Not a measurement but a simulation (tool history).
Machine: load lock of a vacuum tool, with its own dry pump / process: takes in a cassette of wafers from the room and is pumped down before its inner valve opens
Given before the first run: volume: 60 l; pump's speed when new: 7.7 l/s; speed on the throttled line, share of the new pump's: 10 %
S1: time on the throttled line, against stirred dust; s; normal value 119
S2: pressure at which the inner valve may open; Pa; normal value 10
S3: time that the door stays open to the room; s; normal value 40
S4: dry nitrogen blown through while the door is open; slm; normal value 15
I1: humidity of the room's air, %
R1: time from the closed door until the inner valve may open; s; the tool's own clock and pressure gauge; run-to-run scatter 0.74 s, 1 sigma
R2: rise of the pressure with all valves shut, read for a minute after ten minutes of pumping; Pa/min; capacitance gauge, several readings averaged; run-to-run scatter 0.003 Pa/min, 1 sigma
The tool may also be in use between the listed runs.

run,day,S1,S2,S3,S4,I1,R1,R2
1,0.000,119,10,40,15,44.6,179.1,0.020
2,10.212,119,10,40,15,46.5,178.8,0.018
3,27.333,119,10,40,15,48.7,177.8,0.019
4,35.475,119,10,40,15,46.6,178.5,0.021
5,44.783,119,10,79,15,42.3,179.1,0.023
6,60.638,119,10,79,15,45.6,178.8,0.028
7,71.333,119,10,79,15,47.7,178.8,0.029
8,81.258,119,10,79,15,44.1,178.7,0.024
9,92.225,119,10,79,15,44.3,178.7,0.028
10,109.579,119,10,40,18,41.5,179.1,0.023
11,119.738,119,10,40,18,41.8,180.5,0.011
12,136.471,119,10,40,13,45.9,177.7,0.019
13,150.954,119,10,40,13,44.1,179.3,0.013
14,160.296,119,10,40,13,44.6,177.6,0.020
15,174.546,119,10,40,13,43.6,180.0,0.020
16,182.817,119,10,40,13,42.4,178.0,0.019
17,193.738,124,10,40,5,49.7,183.8,0.028
18,202.262,119,14,36,15,47.0,176.0,0.020
19,210.204,201,10,54,15,43.0,251.6,0.021
20,219.638,103,15,40,36,45.2,161.7,0.017
21,230.679,119,11,76,26,45.8,177.8,0.023
22,246.550,119,11,76,26,43.2,177.4,0.021
23,262.092,119,13,40,15,47.7,176.5,0.020
24,271.467,119,16,40,15,45.5,175.3,0.020

Expected results for the next run?
25,284.325,119,16,40,15,46.7,?,?

R1: 174.5 s
R2: 0.019 Pa/min
Were there no unlogged condition in the tool, this run, its random variation unchanged, would have produced R1 174.5 s, R2 0.019 Pa/min.

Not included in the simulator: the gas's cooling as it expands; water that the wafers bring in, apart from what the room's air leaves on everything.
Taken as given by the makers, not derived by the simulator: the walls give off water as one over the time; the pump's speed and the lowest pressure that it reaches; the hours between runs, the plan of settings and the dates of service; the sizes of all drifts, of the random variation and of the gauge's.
